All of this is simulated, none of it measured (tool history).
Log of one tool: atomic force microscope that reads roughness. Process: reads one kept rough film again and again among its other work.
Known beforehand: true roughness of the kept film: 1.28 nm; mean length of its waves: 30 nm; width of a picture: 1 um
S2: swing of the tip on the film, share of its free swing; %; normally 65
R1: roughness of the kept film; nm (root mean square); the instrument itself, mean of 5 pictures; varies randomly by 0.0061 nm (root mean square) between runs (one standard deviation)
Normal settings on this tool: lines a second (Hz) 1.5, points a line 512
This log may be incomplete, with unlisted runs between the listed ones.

Run 1, hour 0: usual settings. Result: R1 1.062 nm (root mean square).
Run 2, hour 8.2: usual settings but S2 70 %. Result: R1 1.028 nm (root mean square).
Run 3, hour 15.6: usual settings but S2 70 %, points a line 993. Result: R1 1.008 nm (root mean square).
Run 4, hour 20: usual settings but S2 70 %, points a line 993. Result: R1 1.001 nm (root mean square).
At hour 24.3: new tip fitted.
Run 5, hour 29.3: usual settings but S2 70 %, points a line 993. Result: R1 1.11 nm (root mean square).
Run 6, hour 34.4: usual settings but S2 70 %, points a line 993. Result: R1 1.103 nm (root mean square).
Run 7, hour 39.1: usual settings but S2 70 %, points a line 993. Result: R1 1.083 nm (root mean square).
Run 8, hour 46.2: usual settings but S2 70 %, points a line 993. Result: R1 1.083 nm (root mean square).
Run 9, hour 56.2: usual settings but S2 70 %, points a line 993. Result: R1 1.055 nm (root mean square).
Run 10, hour 66.5: usual settings but S2 70 %, points a line 993. Result: R1 1.043 nm (root mean square).
Run 11, hour 75.9: usual settings but S2 88 %, points a line 993. Result: R1 0.936 nm (root mean square).
Run 12, hour 83.4: usual settings but points a line 422. Result: R1 1.03 nm (root mean square).
At hour 88.4: new tip fitted.
Run 13, hour 90.3: usual settings but lines a second (Hz) 2.42. Result: R1 1.099 nm (root mean square).
Run 14, hour 96.5: usual settings but lines a second (Hz) 2.42. Result: R1 1.082 nm (root mean square).
Run 15, hour 102.1: usual settings but lines a second (Hz) 0.58. Result: R1 1.14 nm (root mean square).
Run 16, hour 111: usual settings. Result: R1 1.096 nm (root mean square).
Run 17, hour 116: usual settings. Result: R1 1.079 nm (root mean square).
Run 18, hour 125.5: usual settings. Result: R1 1.072 nm (root mean square).
Run 19, hour 131.9: usual settings. Result: R1 1.063 nm (root mean square).
Run 20, hour 136.3: usual settings. Result: R1 1.053 nm (root mean square).
Run 21, hour 145: usual settings. Result: R1 1.03 nm (root mean square).
Run 22, hour 150.3: usual settings. Result: R1 1.024 nm (root mean square).
At hour 152.3: new tip fitted.
Run 23, hour 158.7: usual settings. Result: R1 1.126 nm (root mean square).
At hour 160.2: height scale calibrated on a step standard.
Run 24, hour 164.6: usual settings. Result: R1 1.121 nm (root mean square).
Run 25, hour 170.8: usual settings. Result: R1 1.113 nm (root mean square).
Run 26, hour 179: usual settings. Result: R1 1.093 nm (root mean square).
Run 27, hour 183.1: usual settings. Result: R1 1.084 nm (root mean square).
At hour 186.9: height scale calibrated on a step standard, once more.
Run 28, hour 188.7: usual settings but S2 57 %, points a line 838. Result: R1 1.101 nm (root mean square).
Run 29, hour 197.6: usual settings but lines a second (Hz) 0.51, points a line 638. Result: R1 1.097 nm (root mean square).
Run 30, hour 205.2: usual settings but lines a second (Hz) 0.51, points a line 638. Result: R1 1.084 nm (root mean square).
Run 31, hour 215.3: usual settings but lines a second (Hz) 1.98, S2 73 %. Result: R1 0.978 nm (root mean square).
At hour 218.7: new tip fitted.
Run 32, hour 225.8: usual settings but lines a second (Hz) 0.51, S2 78 %, points a line 303. Result: R1 1.142 nm (root mean square).
Run 33, hour 234.2: usual settings but lines a second (Hz) 0.51, S2 78 %, points a line 303. Result: R1 1.124 nm (root mean square).
Run 34, hour 241.1: usual settings but lines a second (Hz) 0.51, S2 68 %, points a line 303. Result: R1 1.117 nm (root mean square).
Run 35, hour 245.4: usual settings but lines a second (Hz) 2.15, S2 68 %, points a line 303. Result: R1 1.05 nm (root mean square).
Run 36, hour 250.6: usual settings but lines a second (Hz) 2.15, S2 68 %, points a line 303. Result: R1 1.028 nm (root mean square).
Run 37, hour 260: usual settings but lines a second (Hz) 2.15, S2 81 %, points a line 532. Result: R1 0.95 nm (root mean square).
Run 38, hour 266: usual settings but lines a second (Hz) 2.15, S2 81 %, points a line 532. Result: R1 0.937 nm (root mean square).
Run 39, hour 273.7: usual settings but lines a second (Hz) 2.15, S2 81 %, points a line 532. Result: R1 0.913 nm (root mean square).
At hour 282.8: new tip fitted.
Run 40, hour 284.6: usual settings but lines a second (Hz) 2.15, S2 81 %, points a line 532. Result: R1 1.016 nm (root mean square).
Run 41, hour 293.2: usual settings but lines a second (Hz) 2.15, S2 81 %, points a line 532. Result: R1 0.998 nm (root mean square).
Run 42, hour 303: usual settings but lines a second (Hz) 1.67, S2 77 %, points a line 339. Result: R1 1.035 nm (root mean square).
Run 43, hour 312.3: usual settings but lines a second (Hz) 1.67, S2 89 %, points a line 339. Result: R1 0.948 nm (root mean square).
Run 44, hour 321.8: usual settings but lines a second (Hz) 2.58, S2 68 %. Result: R1 1.008 nm (root mean square).
Run 45, hour 326.5: usual settings but lines a second (Hz) 1.08, S2 64 %, points a line 1004. Result: R1 1.064 nm (root mean square).
Run 46, hour 333.7: usual settings but lines a second (Hz) 1.08, S2 64 %, points a line 1004. Result: R1 1.066 nm (root mean square).
Run 47, hour 341.6: usual settings but lines a second (Hz) 1.19, points a line 288. Result: R1 1.038 nm (root mean square).
At hour 347.1: new tip fitted.
Run 48, hour 350.8: usual settings but lines a second (Hz) 1.19, points a line 288. Result: R1 1.122 nm (root mean square).
Run 49, hour 358.4: usual settings but lines a second (Hz) 1.19, points a line 288. Result: R1 1.119 nm (root mean square).
Run 50, hour 367.7: usual settings but S2 86 %. Result: R1 0.988 nm (root mean square).
Run 51, hour 374.9: usual settings but S2 86 %. Result: R1 0.985 nm (root mean square).

Alternative continuations, all from the tool just after run 51; predict every row:
Run A, hour 380.1: usual settings but lines a second (Hz) 2.16, S2 67 %, points a line 549. Result: R1 ?.
Run B, hour 380.1: usual settings but lines a second (Hz) 0.62, S2 72 %, points a line 327. Result: R1 ?.
Run C, hour 380.1: usual settings but lines a second (Hz) 1.78, S2 55 %, points a line 285. Result: R1 ?.

run     R1
  A  1.038
  B  1.088
  C  1.083
Take away the tool's hidden state, keep each run's random variation, and the runs would have read:
run     R1
  A  1.111
  B  1.164
  C  1.159
